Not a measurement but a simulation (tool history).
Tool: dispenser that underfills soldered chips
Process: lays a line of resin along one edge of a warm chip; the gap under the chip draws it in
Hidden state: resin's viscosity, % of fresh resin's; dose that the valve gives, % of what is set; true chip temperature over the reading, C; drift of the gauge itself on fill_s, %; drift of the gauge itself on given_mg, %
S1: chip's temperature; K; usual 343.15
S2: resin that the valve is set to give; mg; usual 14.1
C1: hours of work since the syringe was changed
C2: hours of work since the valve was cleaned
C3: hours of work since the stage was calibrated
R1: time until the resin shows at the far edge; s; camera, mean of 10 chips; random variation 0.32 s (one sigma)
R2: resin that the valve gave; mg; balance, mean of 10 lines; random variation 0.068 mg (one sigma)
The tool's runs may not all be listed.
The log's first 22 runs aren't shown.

run	hour	S1	S2	C1	C2	C3	R1	R2
23	84.7	351.15	15.8	7	114	114	12.6	15.01
24	87.0	350.15	14.1	9	115	115	14.9	13.23
# hour 90.0: new syringe of resin
25	90.1	350.15	14.1	0	118	118	9.4	13.25
26	92.4	350.15	14.1	2	119	119	10.6	13.23
27	95.9	334.15	16.1	4	122	122	23.8	15.16
28	98.5	334.15	16.1	6	124	124	25.9	15.16
29	101.5	328.15	17.0	9	126	126	37.5	16.02
# hour 104.4: dispensing valve cleaned and set on the balance
# hour 105.5: new syringe of resin
30	105.5	328.15	17.0	0	1	128	23.5	16.99
31	107.7	332.15	12.1	2	2	130	23.4	12.16
32	112.2	338.15	17.4	5	6	133	18.8	17.36
33	115.3	338.15	17.4	7	8	136	21.4	17.37
34	117.4	343.15	14.5	9	10	137	18.4	14.40
# hour 120.0: new syringe of resin
35	122.1	331.15	12.1	2	13	141	24.1	12.00

4 ways to go on from here, each from the tool as it stands after run 35. What would each give?
A	125.6	338.15	15.1	4	16	143	?	?
B	125.6	336.15	14.1	4	16	143	?	?
C	125.6	358.15	13.9	4	16	143	?	?
D	125.6	344.15	12.2	4	16	143	?	?

run	R1	R2
A	18.2	15.03
B	21.2	14.10
C	7.9	13.78
D	14.8	12.06
Without the tool's hidden state the same runs would have given:
run	R1	R2
A	15.1	15.15
B	17.8	14.21
C	6.6	13.90
D	12.4	12.16
